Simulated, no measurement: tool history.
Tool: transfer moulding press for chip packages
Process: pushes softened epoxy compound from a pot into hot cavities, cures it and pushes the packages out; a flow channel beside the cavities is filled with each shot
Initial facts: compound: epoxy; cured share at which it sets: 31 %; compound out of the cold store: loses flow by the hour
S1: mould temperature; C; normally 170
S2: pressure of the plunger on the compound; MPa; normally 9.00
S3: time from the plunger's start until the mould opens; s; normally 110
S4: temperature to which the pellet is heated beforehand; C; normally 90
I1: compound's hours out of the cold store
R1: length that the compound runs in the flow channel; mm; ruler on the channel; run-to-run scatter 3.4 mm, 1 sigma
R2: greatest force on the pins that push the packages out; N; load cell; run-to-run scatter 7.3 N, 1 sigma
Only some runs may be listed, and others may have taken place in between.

run 1 hour=0.0 | S1=170 S2=9.00 S3=110 S4=90 | I1=13.4 | R1=922 R2=608
-- hour=4.7 cavities cleaned with cleaning compound and waxed
run 2 hour=20.7 | S1=170 S2=9.00 S3=110 S4=90 | I1=30.6 | R1=864 R2=366
run 3 hour=40.0 | S1=170 S2=9.00 S3=110 S4=90 | I1=10.8 | R1=928 R2=421
run 4 hour=60.9 | S1=167 S2=9.00 S3=110 S4=90 | I1=30.4 | R1=878 R2=545
run 5 hour=82.7 | S1=170 S2=9.00 S3=110 S4=90 | I1=47.4 | R1=819 R2=487
run 6 hour=107.9 | S1=170 S2=9.00 S3=110 S4=90 | I1=26.1 | R1=875 R2=541
-- hour=138.5 cavities cleaned with cleaning compound and waxed
run 7 hour=152.5 | S1=170 S2=9.00 S3=110 S4=90 | I1=40.4 | R1=830 R2=343
run 8 hour=193.5 | S1=170 S2=9.15 S3=110 S4=90 | I1=39.8 | R1=835 R2=448
run 9 hour=216.0 | S1=164 S2=9.15 S3=110 S4=90 | I1=47.7 | R1=835 R2=764
run 10 hour=247.5 | S1=164 S2=9.15 S3=110 S4=90 | I1=16.7 | R1=928 R2=914
-- hour=270.4 cavities cleaned with cleaning compound and waxed
run 11 hour=280.6 | S1=164 S2=9.15 S3=110 S4=90 | I1=33.1 | R1=875 R2=538
run 12 hour=308.6 | S1=170 S2=9.00 S3=110 S4=90 | I1=10.5 | R1=912 R2=449
run 13 hour=329.6 | S1=170 S2=7.91 S3=110 S4=90 | I1=41.7 | R1=770 R2=441
run 14 hour=364.3 | S1=170 S2=7.91 S3=110 S4=90 | I1=33.5 | R1=795 R2=520
run 15 hour=387.4 | S1=170 S2=7.91 S3=110 S4=90 | I1=26.2 | R1=808 R2=566
-- hour=401.6 cavities cleaned with cleaning compound and waxed
run 16 hour=426.7 | S1=170 S2=9.24 S3=110 S4=100 | I1=11.6 | R1=915 R2=395
run 17 hour=456.5 | S1=170 S2=9.24 S3=110 S4=100 | I1=21.9 | R1=885 R2=464
run 18 hour=490.5 | S1=166 S2=9.00 S3=110 S4=81 | I1=36.9 | R1=839 R2=710
run 19 hour=510.0 | S1=166 S2=9.00 S3=110 S4=97 | I1=42.4 | R1=820 R2=699
-- hour=534.3 cavities cleaned with cleaning compound and waxed
run 20 hour=541.6 | S1=166 S2=9.00 S3=110 S4=97 | I1=25.9 | R1=873 R2=449
run 21 hour=584.5 | S1=166 S2=9.00 S3=110 S4=97 | I1=23.6 | R1=867 R2=622
run 22 hour=616.3 | S1=166 S2=10.92 S3=110 S4=97 | I1=47.6 | R1=877 R2=665
run 23 hour=657.7 | S1=166 S2=10.92 S3=110 S4=97 | I1=21.3 | R1=967 R2=818
-- hour=667.2 cavities cleaned with cleaning compound and waxed
run 24 hour=692.1 | S1=173 S2=7.61 S3=95 S4=97 | I1=24.4 | R1=776 R2=424
run 25 hour=729.8 | S1=173 S2=7.61 S3=95 S4=97 | I1=36.4 | R1=739 R2=534
run 26 hour=753.0 | S1=168 S2=7.61 S3=91 S4=97 | I1=34.6 | R1=757 R2=910
run 27 hour=777.0 | S1=168 S2=7.61 S3=115 S4=97 | I1=11.4 | R1=815 R2=601
-- hour=800.3 cavities cleaned with cleaning compound and waxed
run 28 hour=804.0 | S1=164 S2=7.46 S3=110 S4=90 | I1=12.1 | R1=820 R2=541
run 29 hour=828.9 | S1=172 S2=7.29 S3=103 S4=90 | I1=11.6 | R1=788 R2=426

Branching from run 29: 3 alternative next runs. What would each branch give?
run A hour=859.0 | S1=168 S2=7.29 S3=129 S4=90 | I1=29.5 | R1=? R2=?
run B hour=859.0 | S1=177 S2=8.86 S3=122 S4=90 | I1=46.4 | R1=? R2=?
run C hour=859.0 | S1=174 S2=10.03 S3=110 S4=90 | I1=44.4 | R1=? R2=?

run=A R1=753 R2=415
run=B R1=753 R2=296
run=C R1=816 R2=361
Without the tool's unlogged condition, the same runs would have read:
run=A R1=795 R2=259
run=B R1=795 R2=187
run=C R1=863 R2=225
